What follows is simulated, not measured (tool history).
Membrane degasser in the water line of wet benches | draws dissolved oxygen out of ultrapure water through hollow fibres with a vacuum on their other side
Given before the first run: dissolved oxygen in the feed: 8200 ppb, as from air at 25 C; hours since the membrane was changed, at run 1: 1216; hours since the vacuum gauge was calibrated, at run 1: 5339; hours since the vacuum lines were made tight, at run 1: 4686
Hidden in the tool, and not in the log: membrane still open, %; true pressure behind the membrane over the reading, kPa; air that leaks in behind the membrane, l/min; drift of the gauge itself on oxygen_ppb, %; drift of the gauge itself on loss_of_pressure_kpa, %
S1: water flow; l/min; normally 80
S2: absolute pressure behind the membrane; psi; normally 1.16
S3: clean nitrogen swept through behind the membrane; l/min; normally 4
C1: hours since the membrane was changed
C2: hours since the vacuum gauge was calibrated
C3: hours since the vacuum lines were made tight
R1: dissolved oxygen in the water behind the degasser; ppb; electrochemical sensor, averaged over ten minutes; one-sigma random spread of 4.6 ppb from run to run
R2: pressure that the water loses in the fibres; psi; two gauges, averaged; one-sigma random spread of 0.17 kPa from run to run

run	hour	S1	S2	S3	C1	C2	C3	R1	R2
1	0	80	1.16	4	1216	5339	4686	469.1	4.102
2	147.3	80	1.16	4	1364	5486	4833	465.6	4.058
3	263.3	80	1.16	4	1480	5602	4949	469.9	4.055
4	396.3	80	1.105	4	1613	5735	5082	451	4.103
5	467	80	1.105	4	1683	5806	5153	446.8	4.093
6	614.6	80	1.105	4	1831	5953	5300	459.8	4.097
7	745.3	80	1.16	4	1962	6084	5431	469	4.113
8	872.5	80	1.16	4	2089	6211	5558	474.2	4.094
9	1027.5	80	1.16	4	2244	6366	5713	477.1	4.113
10	1145.9	115	1.16	4	2362	6485	5832	945.1	5.906
# hour 1215.8: vacuum gauge calibrated
11	1231.4	80	1.7	4	2447	16	5917	619	4.115
12	1368.7	80	1.7	4	2584	153	6054	623.1	4.125
13	1500.5	80	1.7	4	2716	285	6186	615	4.135
14	1607.9	80	1.16	2.82	2824	392	6293	538.6	4.147
15	1717.4	80	1.16	9.82	2933	502	6403	364.1	4.132
16	1843.2	80	1.16	9.82	3059	627	6529	364.3	4.116
17	1978.9	80	1.16	2.48	3195	763	6664	567.2	4.151
18	2070.6	80	2.856	4	3286	855	6756	928.9	4.148
19	2160.5	70	2.711	4	3376	945	6846	749.6	3.6
20	2260.2	54	0.761	5.08	3476	1044	6946	120.7	2.788
21	2422.7	54	1.331	4.21	3638	1207	7108	245.5	2.796
22	2581.9	80	1.16	3.9	3798	1366	7267	490.9	4.17
# hour 2681.2: seals of the vacuum lines changed
23	2721	80	1.16	3.9	3935	1503	40	485.1	4.189
24	2845.9	119	1.16	5.85	4060	1628	165	938.7	6.189
25	2947.1	119	1.16	5.85	4161	1729	266	968.5	6.174
26	3058.7	99	1.16	4	4272	1841	377	733	5.098
27	3198.2	99	1.16	4	4412	1980	517	726.9	5.181
28	3335.7	80	0.819	3.24	4549	2118	654	406.9	4.155
29	3470	80	0.819	3.24	4684	2252	789	418.4	4.171
30	3564.5	80	1.305	10.11	4778	2347	883	394.5	4.16
31	3678.9	58	2.324	6.54	4893	2461	998	355.8	3.02
32	3788.2	54	1.243	3.79	5002	2570	1107	247.9	2.806
33	3883.6	54	1.243	3.79	5097	2666	1202	249.3	2.834

Predict each of these 3 candidate next runs independently; none follows another, all start after run 33:
A	4001.4	80	0.732	11.17	5215	2784	1320	?	?
B	4001.4	71	2.686	7.87	5215	2784	1320	?	?
C	4001.4	80	2.368	4	5215	2784	1320	?	?

run	R1	R2
A	322.2	4.171
B	500.3	3.727
C	807.8	4.199
Without the tool's unlogged condition, the same runs would have read:
run	R1	R2
A	288.9	4.029
B	475.8	3.6
C	776.3	4.057
